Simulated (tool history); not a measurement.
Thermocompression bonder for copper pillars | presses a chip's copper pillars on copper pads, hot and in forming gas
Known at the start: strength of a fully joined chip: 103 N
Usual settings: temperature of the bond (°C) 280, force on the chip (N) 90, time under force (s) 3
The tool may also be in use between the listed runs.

run    hour  temperature of the bond (°C)  force on the chip (N)  time under force (s)  force that shears a chip off (N)
  1     0.0                           280                     90                     3                              38.5
  2    58.0                           280                     90                     3                              39.2
  3   150.7                           280                     73                     3                              34.4
  4   212.6                           288                     90                     3                              42.2
  5   261.6                           288                     90                     3                              41.6
  6   331.7                           280                     90                     2                              33.4
  7   385.6                           261                     90                     3                              30.6
      425.0  -- forming gas filter changed
  8   458.5                           280                     90                     3                              39.4
  9   525.3                           280                     90                     3                              39.8
 10   598.2                           280                     90                     3                              38.7
 11   684.2                           280                     63                     3                              31.7
 12   772.4                           280                     90                     3                              38.4
      821.8  -- heater calibrated with a thermocouple chip
 13   846.9                           260                     55                     3                              22.8
      868.8  -- forming gas filter changed
 14   929.9                           261                    110                     4                              39.9
 15  1002.7                           291                     63                     8                              52.0
 16  1073.2                           278                     90                     2                              32.5
 17  1141.7                           303                    124                     3                              55.5
 18  1199.0                           303                     93                     3                              49.7
 19  1290.6                           303                     93                     3                              48.9
     1310.6  -- forming gas filter changed
 20  1388.8                           303                     93                     3                              48.7
 21  1489.3                           261                     83                     4                              33.6
 22  1576.7                           266                    121                     5                              47.1
 23  1670.5                           300                    125                     3                              53.1
 24  1738.9                           273                    125                     7                              56.4

Forecast each of these 5 alternatives for the next run:
     1753.0  -- forming gas filter changed
  A  1787.7                           267                    109                     5                                 ?
     1753.0  -- forming gas filter changed
  B  1787.7                           273                    115                     3                                 ?
     1753.0  -- forming gas filter changed
  C  1787.7                           273                    125                     3                                 ?
     1753.0  -- forming gas filter changed
  D  1787.7                           280                     83                     2                                 ?
     1753.0  -- forming gas filter changed
  E  1787.7                           288                     90                     3                                 ?

run  force that shears a chip off (N)
  A                              45.3
  B                              41.2
  C                              42.1
  D                              31.7
  E                              42.0
Without the tool's hidden state the same runs would have given:
run  force that shears a chip off (N)
  A                              45.6
  B                              41.5
  C                              42.4
  D                              32.0
  E                              42.3

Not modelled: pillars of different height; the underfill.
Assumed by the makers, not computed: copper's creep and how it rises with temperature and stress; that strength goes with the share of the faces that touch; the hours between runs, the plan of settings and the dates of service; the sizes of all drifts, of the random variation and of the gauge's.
